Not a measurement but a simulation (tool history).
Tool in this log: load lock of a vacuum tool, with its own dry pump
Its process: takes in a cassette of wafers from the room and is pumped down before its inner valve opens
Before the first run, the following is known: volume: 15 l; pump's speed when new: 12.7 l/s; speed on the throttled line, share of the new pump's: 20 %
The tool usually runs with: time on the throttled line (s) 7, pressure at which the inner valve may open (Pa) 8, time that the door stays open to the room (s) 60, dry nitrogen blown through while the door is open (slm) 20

run      day  time on the throttled line (s)  pressure at which the inner valve may open (Pa)  time that the door stays open to the room (s)  dry nitrogen blown through while the door is open (slm)  incoming humidity of the room's air, %  time from the closed door until the inner valve may open (s)  rise of the pressure with all valves shut (Pa/min)
  1        0                               7                                                8                                             60                                                       20                                      43                                                          17.9                                               0.279
  2   22.912                               7                                                8                                             60                                                       20                                      46                                                          17.6                                               0.311
  3   41.788                               7                                                9                                             60                                                       20                                    45.4                                                          17.7                                               0.346
  4    67.45                               7                                                8                                            229                                                       20                                      49                                                          18.2                                               0.408
      95.854  -- door's seal changed, seat wiped
  5   95.854                               7                                                8                                            229                                                       20                                    45.6                                                          17.9                                               0.062
  6  120.679                               7                                                8                                             60                                                       20                                    45.9                                                          18.5                                               0.048
  7  133.575                               7                                                8                                             60                                                       20                                    46.2                                                          18.3                                               0.052
  8  150.067                               7                                               11                                             60                                                       20                                    46.2                                                          17.9                                               0.063
  9  180.267                               7                                                8                                             60                                                       20                                    47.3                                                          18.5                                                0.09
 10  208.442                               7                                                8                                             60                                                       20                                    46.8                                                          18.6                                               0.105
 11  225.688                               7                                                8                                             60                                                       20                                    46.9                                                          18.8                                               0.129
 12  247.246                               7                                                8                                             60                                                       20                                    46.2                                                          18.2                                               0.147
 13  266.383                               7                                                8                                             38                                                       20                                    47.3                                                            19                                               0.172
 14  297.088                               7                                               16                                            214                                                        6                                    45.5                                                          17.8                                               0.269
 15  326.117                              11                                               16                                            214                                                        6                                    46.7                                                          20.9                                               0.312
 16  340.017                              11                                               16                                            214                                                        6                                    46.9                                                          20.8                                               0.334
     350.692  -- dry pump taken out, an overhauled one fitted
 17    359.6                              11                                               16                                             42                                                        6                                    47.4                                                          18.9                                               0.314
 18  376.296                              11                                               16                                            218                                                        6                                    43.1                                                          19.8                                               0.394
       382.7  -- door's seal changed, seat wiped
 19  395.771                               6                                               12                                            218                                                        6                                    47.1                                                          15.4                                               0.106
 20  408.492                               6                                               12                                            218                                                        6                                    42.7                                                          15.7                                               0.098
 21  423.117                               8                                               13                                             60                                                       41                                    45.6                                                          17.5                                               0.039

Below, some changes in time from the closed door until the inner valve may open (s) between adjacent runs. For each, the amount present without the hidden state too (settings, incoming material, random variation) and the amount remaining for the hidden state with gauge scatter not shared by both compared results:
Hidden conditions of the tool in this case: pump's speed, % of a new pump's; leak at the door's seal, Pa l/s; drift of the gauge itself on ready_s, %; drift of the gauge itself on rise_pa_min, %.
Run 8 -> 9: pressure at which the inner valve may open (Pa) 11 -> 8. time from the closed door until the inner valve may open (s) +0.6: hidden state +0.2, all else +0.4.
Run 14 -> 15: time on the throttled line (s) 7 -> 11. time from the closed door until the inner valve may open (s) +3.1: hidden state +0, all else +3.1.
Run 16 -> 17: time that the door stays open to the room (s) 214 -> 42, dry pump taken out, an overhauled one fitted. time from the closed door until the inner valve may open (s) -1.9: hidden state -1.9, all else +0.
Run 18 -> 19: time on the throttled line (s) 11 -> 6, pressure at which the inner valve may open (Pa) 16 -> 12, door's seal changed, seat wiped. time from the closed door until the inner valve may open (s) -4.4: hidden state +0.1, all else -4.5.
